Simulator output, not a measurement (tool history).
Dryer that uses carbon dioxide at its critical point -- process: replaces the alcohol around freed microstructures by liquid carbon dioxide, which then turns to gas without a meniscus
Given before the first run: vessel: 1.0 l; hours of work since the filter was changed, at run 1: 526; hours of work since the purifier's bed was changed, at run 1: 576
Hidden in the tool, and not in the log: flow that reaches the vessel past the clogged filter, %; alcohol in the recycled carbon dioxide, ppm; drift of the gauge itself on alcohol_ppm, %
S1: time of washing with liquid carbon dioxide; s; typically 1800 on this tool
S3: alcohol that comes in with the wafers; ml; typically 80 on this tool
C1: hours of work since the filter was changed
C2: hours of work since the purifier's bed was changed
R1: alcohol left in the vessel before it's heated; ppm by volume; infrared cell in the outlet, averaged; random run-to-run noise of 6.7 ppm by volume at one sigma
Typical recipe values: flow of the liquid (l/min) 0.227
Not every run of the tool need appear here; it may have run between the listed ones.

run 1 day=0 | S1=1800 flow_of_the_liquid_(l/min)=0.227 S3=80 | C1=526 C2=576 | R1=870
-- day=0.358 purifier's bed changed
run 2 day=2.521 | S1=1860 flow_of_the_liquid_(l/min)=0.227 S3=80 | C1=561 C2=31 | R1=600
run 3 day=4.033 | S1=1860 flow_of_the_liquid_(l/min)=0.227 S3=29 | C1=582 C2=53 | R1=234
-- day=5.154 inlet filter changed
run 4 day=5.9 | S1=1860 flow_of_the_liquid_(l/min)=0.227 S3=29 | C1=11 C2=79 | R1=119
run 5 day=7.004 | S1=1860 flow_of_the_liquid_(l/min)=0.227 S3=29 | C1=27 C2=95 | R1=124
run 6 day=9.021 | S1=1860 flow_of_the_liquid_(l/min)=0.227 S3=29 | C1=56 C2=124 | R1=140
run 7 day=10.888 | S1=1800 flow_of_the_liquid_(l/min)=0.227 S3=80 | C1=82 C2=151 | R1=390
run 8 day=12.658 | S1=1800 flow_of_the_liquid_(l/min)=0.227 S3=80 | C1=108 C2=176 | R1=407
run 9 day=13.762 | S1=1800 flow_of_the_liquid_(l/min)=0.227 S3=80 | C1=124 C2=192 | R1=425
run 10 day=16.112 | S1=1200 flow_of_the_liquid_(l/min)=0.227 S3=80 | C1=157 C2=226 | R1=2262
run 11 day=17.733 | S1=1200 flow_of_the_liquid_(l/min)=0.227 S3=80 | C1=181 C2=249 | R1=2420
run 12 day=19.442 | S1=1860 flow_of_the_liquid_(l/min)=0.227 S3=36 | C1=205 C2=274 | R1=243
run 13 day=21.867 | S1=1800 flow_of_the_liquid_(l/min)=0.186 S3=80 | C1=240 C2=309 | R1=1213
run 14 day=23.979 | S1=1080 flow_of_the_liquid_(l/min)=0.26 S3=80 | C1=271 C2=339 | R1=2337
run 15 day=25.617 | S1=1080 flow_of_the_liquid_(l/min)=0.26 S3=80 | C1=294 C2=362 | R1=2425
run 16 day=28.108 | S1=1080 flow_of_the_liquid_(l/min)=0.26 S3=80 | C1=330 C2=398 | R1=2463
run 17 day=29.692 | S1=2520 flow_of_the_liquid_(l/min)=0.147 S3=46 | C1=353 C2=421 | R1=617
run 18 day=31.608 | S1=1800 flow_of_the_liquid_(l/min)=0.141 S3=95 | C1=380 C2=449 | R1=4413
run 19 day=33.725 | S1=2820 flow_of_the_liquid_(l/min)=0.141 S3=95 | C1=411 C2=479 | R1=940
run 20 day=35.842 | S1=2880 flow_of_the_liquid_(l/min)=0.18 S3=54 | C1=441 C2=509 | R1=274
run 21 day=36.921 | S1=2880 flow_of_the_liquid_(l/min)=0.18 S3=54 | C1=457 C2=525 | R1=282
run 22 day=38.421 | S1=2340 flow_of_the_liquid_(l/min)=0.284 S3=34 | C1=478 C2=546 | R1=187

5 options for the next run, each taken on its own from the tool as it stands now. Forecast them:
run A day=40.362 | S1=1140 flow_of_the_liquid_(l/min)=0.207 S3=34 | C1=506 C2=574 | R1=?
run B day=40.362 | S1=1740 flow_of_the_liquid_(l/min)=0.386 S3=29 | C1=506 C2=574 | R1=?
run C day=40.362 | S1=2040 flow_of_the_liquid_(l/min)=0.153 S3=47 | C1=506 C2=574 | R1=?
run D day=40.362 | S1=1740 flow_of_the_liquid_(l/min)=0.184 S3=34 | C1=506 C2=574 | R1=?
run E day=40.362 | S1=2340 flow_of_the_liquid_(l/min)=0.245 S3=34 | C1=506 C2=574 | R1=?

run=A R1=2298
run=B R1=192
run=C R1=1394
run=D R1=984
run=E R1=221
With no hidden state in the tool, these same runs would have given:
run=A R1=1348
run=B R1=7
run=C R1=671
run=D R1=436
run=E R1=11

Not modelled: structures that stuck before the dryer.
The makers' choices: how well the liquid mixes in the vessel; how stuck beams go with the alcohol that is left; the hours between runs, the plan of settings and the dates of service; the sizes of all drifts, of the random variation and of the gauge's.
